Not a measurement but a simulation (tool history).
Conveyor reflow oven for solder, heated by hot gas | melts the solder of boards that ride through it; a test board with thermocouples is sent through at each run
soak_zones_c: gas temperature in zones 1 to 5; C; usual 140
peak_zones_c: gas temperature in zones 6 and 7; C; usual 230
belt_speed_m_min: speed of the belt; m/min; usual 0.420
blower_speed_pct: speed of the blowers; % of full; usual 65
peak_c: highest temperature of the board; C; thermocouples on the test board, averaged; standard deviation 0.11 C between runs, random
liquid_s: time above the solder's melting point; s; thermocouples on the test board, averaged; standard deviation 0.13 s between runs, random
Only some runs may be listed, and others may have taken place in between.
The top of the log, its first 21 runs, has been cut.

run	hour	soak_zones_c	peak_zones_c	belt_speed_m_min	blower_speed_pct	peak_c	liquid_s
22	1005.9	146	222	0.493	90	207.1	57.3
# hour 1040.4: flux residue cleaned out of gas plates and filters
23	1054.0	146	222	0.424	73	209.5	70.8
24	1082.1	146	241	0.498	73	220.6	69.0
25	1123.6	140	230	0.416	75	216.2	76.8
26	1174.4	140	230	0.416	75	216.0	76.6
27	1234.8	140	230	0.416	75	215.6	76.2
28	1281.2	149	230	0.484	65	210.0	61.7
29	1318.2	149	239	0.434	65	220.9	81.6
30	1359.7	142	232	0.434	51	208.8	63.1

Branching from run 30: 3 alternative next runs. What would each branch give?
A	1416.2	133	232	0.398	51	?	?
B	1416.2	142	232	0.434	58	?	?
C	1416.2	145	230	0.381	65	?	?

run	peak_c	liquid_s
A	209.7	66.5
B	211.1	66.8
C	215.7	86.3
With no hidden state in the tool, these same runs would have given:
run	peak_c	liquid_s
A	211.1	68.0
B	212.6	68.3
C	217.2	87.4

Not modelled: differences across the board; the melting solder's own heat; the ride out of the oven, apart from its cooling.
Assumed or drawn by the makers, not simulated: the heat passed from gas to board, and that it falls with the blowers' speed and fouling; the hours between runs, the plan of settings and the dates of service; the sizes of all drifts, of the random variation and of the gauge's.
